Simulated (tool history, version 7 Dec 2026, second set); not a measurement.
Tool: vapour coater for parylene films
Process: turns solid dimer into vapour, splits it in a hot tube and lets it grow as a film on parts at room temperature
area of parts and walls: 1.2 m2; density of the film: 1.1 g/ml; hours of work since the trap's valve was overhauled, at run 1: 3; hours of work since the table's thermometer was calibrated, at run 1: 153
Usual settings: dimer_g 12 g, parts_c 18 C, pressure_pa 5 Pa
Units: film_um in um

| run | hour | dimer_g | parts_c | pressure_pa | hours of work since the trap's valve was overhauled | hours of work since the table's thermometer was calibrated | film_um |
|---|---|---|---|---|---|---|---|
| 1 | 0 | 12 | 18 | 5 | 3 | 153 | 6.08 |
| 2 | 22.1 | 12 | 18 | 5 | 13 | 163 | 6.12 |
| 3 | 64.7 | 12 | 18 | 5 | 32 | 182 | 6.07 |
| 4 | 98.1 | 12 | 18 | 5 | 48 | 198 | 6.13 |
| 5 | 117.7 | 12 | 11 | 5 | 57 | 207 | 7.89 |
| 6 | 146.9 | 12 | 11 | 5 | 70 | 220 | 7.89 |
| 7 | 168.3 | 12 | 18 | 5 | 80 | 230 | 6.14 |
| 8 | 186.7 | 16 | 24 | 4.67 | 88 | 238 | 6.6 |
| 9 | 207 | 7 | 23 | 5.47 | 98 | 248 | 2.99 |
| 10 | 228.9 | 6 | 18 | 4.41 | 108 | 258 | 3.09 |
| 11 | 256.5 | 6 | 18 | 4.41 | 120 | 270 | 3.11 |
| 12 | 285 | 12 | 18 | 5 | 133 | 283 | 6.12 |
| 13 | 310.1 | 21 | 18 | 5 | 145 | 295 | 10.76 |
| 14 | 353.7 | 21 | 18 | 5 | 165 | 315 | 10.79 |

The same runs without the tool's hidden state, with the same run-to-run variation:
The hidden state here: vapour lost through the trap's worn valve, %; true temperature of the parts over the reading, C; drift of the gauge itself on film_um, %.
| run | film_um |
|---|---|
| 1 | 6.08 |
| 2 | 6.12 |
| 3 | 6.06 |
| 4 | 6.12 |
| 5 | 7.87 |
| 6 | 7.87 |
| 7 | 6.12 |
| 8 | 6.57 |
| 9 | 2.98 |
| 10 | 3.07 |
| 11 | 3.09 |
| 12 | 6.08 |
| 13 | 10.69 |
| 14 | 10.71 |
